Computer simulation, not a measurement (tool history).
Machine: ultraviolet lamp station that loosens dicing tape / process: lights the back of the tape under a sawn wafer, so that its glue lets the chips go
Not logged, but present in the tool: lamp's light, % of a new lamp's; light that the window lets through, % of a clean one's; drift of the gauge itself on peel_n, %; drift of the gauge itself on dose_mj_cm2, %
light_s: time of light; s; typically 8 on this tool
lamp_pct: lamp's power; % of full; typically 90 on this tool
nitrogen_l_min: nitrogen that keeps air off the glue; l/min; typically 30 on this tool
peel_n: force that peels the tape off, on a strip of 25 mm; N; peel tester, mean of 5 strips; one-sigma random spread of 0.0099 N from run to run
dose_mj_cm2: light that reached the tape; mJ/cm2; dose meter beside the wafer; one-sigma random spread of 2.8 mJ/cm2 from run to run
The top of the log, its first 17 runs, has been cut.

| run | day | light_s | lamp_pct | nitrogen_l_min | hours of work of the lamp | hours of work since the window was cleaned | peel_n | dose_mj_cm2 |
|---|---|---|---|---|---|---|---|---|
| 18 | 10.746 | 8 | 71 | 30 | 425 | 490 | 0.902 | 256 |
|  | 10.817 | window cleaned of glue's vapour |
| 19 | 11.208 | 8 | 71 | 30 | 430 | 4 | 0.925 | 252 |
| 20 | 11.712 | 8 | 71 | 30 | 435 | 9 | 0.909 | 249 |
| 21 | 12.346 | 8 | 71 | 30 | 441 | 15 | 0.934 | 244 |
| 22 | 13.267 | 8 | 71 | 30 | 450 | 24 | 0.946 | 247 |
| 23 | 13.708 | 8 | 63 | 42 | 454 | 29 | 0.987 | 221 |
| 24 | 14.496 | 8 | 63 | 42 | 462 | 36 | 1.01 | 218 |
|  | 14.842 | window cleaned of glue's vapour, once more |
| 25 | 15.425 | 5 | 64 | 16 | 471 | 6 | 1.911 | 159 |
| 26 | 16.167 | 10 | 80 | 45 | 478 | 13 | 0.379 | 388 |
| 27 | 16.962 | 8 | 64 | 30 | 486 | 21 | 0.966 | 248 |
| 28 | 17.583 | 8 | 64 | 30 | 492 | 27 | 0.941 | 250 |
| 29 | 18.567 | 8 | 89 | 30 | 502 | 37 | 0.562 | 339 |
| 30 | 19.196 | 4 | 65 | 43 | 508 | 43 | 1.979 | 126 |
| 31 | 19.762 | 4 | 65 | 43 | 514 | 49 | 1.96 | 123 |
| 32 | 20.271 | 11 | 92 | 17 | 519 | 54 | 0.402 | 485 |
| 33 | 21.108 | 6 | 80 | 43 | 527 | 62 | 0.976 | 227 |
| 34 | 21.704 | 8 | 90 | 12 | 533 | 68 | 0.777 | 343 |
| 35 | 22.171 | 5 | 90 | 37 | 538 | 72 | 1.075 | 208 |
| 36 | 23.096 | 10 | 90 | 57 | 547 | 82 | 0.328 | 421 |
| 37 | 24.079 | 10 | 90 | 57 | 557 | 91 | 0.336 | 424 |
| 38 | 24.738 | 10 | 90 | 57 | 563 | 98 | 0.328 | 419 |
| 39 | 25.454 | 10 | 90 | 57 | 570 | 105 | 0.325 | 417 |
| 40 | 25.875 | 10 | 90 | 57 | 574 | 109 | 0.329 | 419 |
| 41 | 26.754 | 10 | 90 | 57 | 583 | 118 | 0.343 | 416 |
| 42 | 27.604 | 10 | 90 | 57 | 591 | 126 | 0.314 | 418 |

Alternative continuations, all from the tool just after run 42; predict every row:
| A | 28.217 | 6 | 90 | 57 | 597 | 132 | ? | ? |
| B | 28.217 | 9 | 90 | 30 | 597 | 132 | ? | ? |
| C | 28.217 | 4 | 79 | 26 | 597 | 132 | ? | ? |
| D | 28.217 | 8 | 90 | 23 | 597 | 132 | ? | ? |

| run | peel_n | dose_mj_cm2 |
|---|---|---|
| A | 0.756 | 250 |
| B | 0.484 | 368 |
| C | 1.839 | 147 |
| D | 0.645 | 334 |
Without the tool's unlogged condition, the same runs would have read:
| run | peel_n | dose_mj_cm2 |
|---|---|---|
| A | 0.559 | 299 |
| B | 0.364 | 440 |
| C | 1.516 | 175 |
| D | 0.476 | 400 |

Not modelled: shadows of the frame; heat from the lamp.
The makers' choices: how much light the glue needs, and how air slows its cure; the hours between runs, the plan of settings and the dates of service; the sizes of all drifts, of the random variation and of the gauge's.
